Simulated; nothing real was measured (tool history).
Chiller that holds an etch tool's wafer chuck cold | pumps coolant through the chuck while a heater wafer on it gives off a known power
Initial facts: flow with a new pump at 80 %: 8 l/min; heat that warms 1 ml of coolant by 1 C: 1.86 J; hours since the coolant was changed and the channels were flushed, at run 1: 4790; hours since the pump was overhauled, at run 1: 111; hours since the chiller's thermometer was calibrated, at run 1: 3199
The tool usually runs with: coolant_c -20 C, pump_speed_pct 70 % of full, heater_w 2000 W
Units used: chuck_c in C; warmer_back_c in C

run   hour  coolant_c  pump_speed_pct  heater_w  hours since the coolant was changed and the channels were flushed  hours since the pump was overhauled  hours since the chiller's thermometer was calibrated  chuck_c  warmer_back_c
  1    0.0        -20              70      2000                                                               4790                                  111                                                  3199      1.0           9.37
  2   71.6        -20              70      2000                                                               4862                                  183                                                  3271      0.7           9.24
  3  162.6        -20              70      2000                                                               4953                                  274                                                  3362      1.1           9.21
  4  206.9        -20              92      2000                                                               4997                                  318                                                  3406     -2.6           6.93
  5  250.7        -20              70      1145                                                               5041                                  362                                                  3450     -8.1           5.26
  6  300.6        -20              70      1145                                                               5091                                  412                                                  3500     -8.1           5.30

Estimate the outcome of run 7 from the log above:
     343.6  -- chiller's thermometer calibrated
  7  363.2        -20              70      1145                                                               5152                                  473                                                    20        ?              ?

For run 7 the tool returned chuck_c -7.8 C, warmer_back_c 5.17 C.
With the hidden condition absent and the run-to-run variation left alone, this run would have shown chuck_c -7.8 C, warmer_back_c 5.26 C.
